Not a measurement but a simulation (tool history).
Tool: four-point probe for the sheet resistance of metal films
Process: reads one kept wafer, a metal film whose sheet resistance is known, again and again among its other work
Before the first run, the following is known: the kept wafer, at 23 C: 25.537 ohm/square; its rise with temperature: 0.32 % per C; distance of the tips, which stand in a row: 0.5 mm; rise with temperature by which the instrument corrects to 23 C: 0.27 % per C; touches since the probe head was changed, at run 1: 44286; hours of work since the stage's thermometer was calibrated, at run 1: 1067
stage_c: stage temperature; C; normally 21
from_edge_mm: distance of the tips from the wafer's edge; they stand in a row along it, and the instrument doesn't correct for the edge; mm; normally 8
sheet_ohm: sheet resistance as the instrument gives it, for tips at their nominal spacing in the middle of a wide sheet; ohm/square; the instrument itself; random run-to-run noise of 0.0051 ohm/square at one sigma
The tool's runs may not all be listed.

| run | day | stage_c | from_edge_mm | touches since the probe head was changed | hours of work since the stage's thermometer was calibrated | sheet_ohm |
|---|---|---|---|---|---|---|
| 1 | 0.000 | 21 | 8 | 44286 | 1067 | 25.563630 |
| 2 | 1.558 | 21 | 8 | 45523 | 1092 | 25.565849 |
| 3 | 3.529 | 33 | 8 | 47089 | 1123 | 25.730113 |
| 4 | 5.129 | 25 | 8 | 48359 | 1148 | 25.628251 |
| 5 | 6.346 | 21 | 10 | 49325 | 1167 | 25.534603 |
| 6 | 7.250 | 21 | 10 | 50042 | 1182 | 25.543091 |
| 7 | 8.492 | 21 | 10 | 51029 | 1201 | 25.542706 |
| 8 | 10.546 | 21 | 10 | 52660 | 1234 | 25.553539 |
| 9 | 12.050 | 21 | 10 | 53854 | 1257 | 25.541604 |
|  | 12.521 | stage's thermometer calibrated |
| 10 | 14.292 | 20 | 8 | 55621 | 28 | 25.556162 |
| 11 | 15.362 | 20 | 8 | 56468 | 45 | 25.558728 |
| 12 | 17.512 | 20 | 8 | 58178 | 79 | 25.550350 |
| 13 | 18.912 | 20 | 8 | 59290 | 101 | 25.550547 |
| 14 | 20.412 | 20 | 8 | 60481 | 124 | 25.557734 |
| 15 | 21.862 | 21 | 4 | 61633 | 147 | 25.724971 |
| 16 | 23.796 | 21 | 27 | 63168 | 178 | 25.520521 |
| 17 | 25.471 | 21 | 15 | 64496 | 204 | 25.518706 |
| 18 | 27.433 | 21 | 15 | 66054 | 235 | 25.528473 |
| 19 | 28.512 | 21 | 15 | 66912 | 252 | 25.531790 |
| 20 | 30.571 | 21 | 8 | 68548 | 284 | 25.560237 |
| 21 | 32.246 | 21 | 10 | 69878 | 311 | 25.543380 |
| 22 | 33.333 | 21 | 10 | 70741 | 328 | 25.546889 |
| 23 | 35.421 | 21 | 10 | 72398 | 361 | 25.543467 |
| 24 | 37.517 | 31 | 33 | 74064 | 394 | 25.653896 |
| 25 | 38.604 | 31 | 33 | 74927 | 411 | 25.653309 |
| 26 | 40.333 | 31 | 51 | 76300 | 438 | 25.650847 |
| 27 | 41.500 | 31 | 51 | 77226 | 456 | 25.647151 |
| 28 | 43.725 | 33 | 23 | 78993 | 492 | 25.679355 |
| 29 | 45.762 | 33 | 23 | 80611 | 524 | 25.689741 |
| 30 | 47.683 | 32 | 35 | 82137 | 554 | 25.667135 |
| 31 | 49.612 | 32 | 55 | 83668 | 584 | 25.667634 |
| 32 | 51.304 | 32 | 6 | 85011 | 611 | 25.752857 |
| 33 | 52.554 | 31 | 9 | 86005 | 631 | 25.690417 |
| 34 | 53.908 | 31 | 9 | 87078 | 652 | 25.691004 |
| 35 | 55.617 | 31 | 6 | 88437 | 679 | 25.747469 |
| 36 | 56.562 | 21 | 11 | 89188 | 694 | 25.540481 |
| 37 | 58.588 | 22 | 9 | 90796 | 726 | 25.570539 |
| 38 | 60.125 | 21 | 5 | 92016 | 750 | 25.652954 |
| 39 | 62.121 | 22 | 50 | 93602 | 781 | 25.528280 |
| 40 | 63.671 | 22 | 50 | 94834 | 806 | 25.523987 |
| 41 | 64.725 | 28 | 4 | 95670 | 822 | 25.822394 |
| 42 | 65.658 | 33 | 5 | 96411 | 837 | 25.817247 |
| 43 | 67.333 | 24 | 4 | 97740 | 863 | 25.768143 |
| 44 | 69.450 | 24 | 4 | 99421 | 897 | 25.770397 |
| 45 | 70.662 | 24 | 4 | 100384 | 916 | 25.764665 |
| 46 | 72.858 | 24 | 4 | 102129 | 950 | 25.769881 |

Forecast each of these 3 alternatives for the next run:
| A | 74.696 | 34 | 8 | 103588 | 979 | ? |
| B | 74.696 | 25 | 5 | 103588 | 979 | ? |
| C | 74.696 | 26 | 39 | 103588 | 979 | ? |

| run | sheet_ohm |
|---|---|
| A | 25.737452 |
| B | 25.708823 |
| C | 25.586195 |
Take away the tool's hidden state, keep each run's random variation, and the runs would have read:
| run | sheet_ohm |
|---|---|
| A | 25.734025 |
| B | 25.705406 |
| C | 25.582792 |
